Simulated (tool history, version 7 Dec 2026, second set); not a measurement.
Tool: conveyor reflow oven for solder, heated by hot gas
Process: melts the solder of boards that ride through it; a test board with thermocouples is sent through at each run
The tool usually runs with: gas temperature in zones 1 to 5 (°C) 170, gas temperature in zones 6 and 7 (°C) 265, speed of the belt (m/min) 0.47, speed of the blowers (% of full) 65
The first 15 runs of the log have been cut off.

run   hour  gas temperature in zones 1 to 5 (°C)  gas temperature in zones 6 and 7 (°C)  speed of the belt (m/min)  speed of the blowers (% of full)  highest temperature of the board (°C)  time above the solder's melting point (s)
 16    439                                   170                                    265                       0.47                                65                                  239.3                                       42.8
 17  476.9                                   170                                    265                       0.47                                65                                  240.2                                       42.7
 18  507.3                                   170                                    265                      0.397                                65                                  245.1                                       60.2
 19  533.7                                   170                                    265                      0.397                                65                                  244.6                                       58.8
 20  572.1                                   185                                    259                      0.389                                73                                  243.6                                       68.6
     582.9  -- flux residue cleaned out of gas plates and filters
 21  607.5                                   160                                    278                      0.518                                58                                    245                                       39.9
 22  634.1                                   156                                    265                      0.545                                65                                  233.1                                       26.1
 23  660.5                                   156                                    265                      0.545                                65                                  233.5                                       26.6
 24  689.6                                   156                                    265                      0.545                                65                                  232.1                                       25.2
 25  716.2                                   181                                    265                      0.545                                83                                  242.3                                       43.8
 26  747.4                                   175                                    254                       0.56                                75                                  229.2                                       26.8
 27  778.6                                   160                                    279                      0.464                                75                                  253.4                                       55.1
 28    800                                   160                                    273                      0.517                                75                                    244                                       41.3
 29  831.1                                   170                                    265                      0.411                                77                                    247                                       62.3
 30  852.6                                   170                                    265                      0.471                                54                                  237.2                                         40
 31  888.5                                   176                                    263                      0.471                                60                                  238.2                                       43.9

Here are 3 independent what-if runs from the current tool condition. What would each one return?
  A  911.7                                   174                                    263                      0.453                                76                                      ?                                          ?
  B  911.7                                   176                                    263                      0.471                                54                                      ?                                          ?
  C  911.7                                   176                                    261                      0.471                                60                                      ?                                          ?

run  highest temperature of the board (°C)  time above the solder's melting point (s)
  A                                  242.9                                       52.4
  B                                  235.9                                       42.5
  C                                  236.8                                       41.4
With the hidden condition removed and each run's random variation left untouched, the same runs would have given:
run  highest temperature of the board (°C)  time above the solder's melting point (s)
  A                                  249.2                                       57.6
  B                                  241.7                                       48.7
  C                                  242.7                                       47.7

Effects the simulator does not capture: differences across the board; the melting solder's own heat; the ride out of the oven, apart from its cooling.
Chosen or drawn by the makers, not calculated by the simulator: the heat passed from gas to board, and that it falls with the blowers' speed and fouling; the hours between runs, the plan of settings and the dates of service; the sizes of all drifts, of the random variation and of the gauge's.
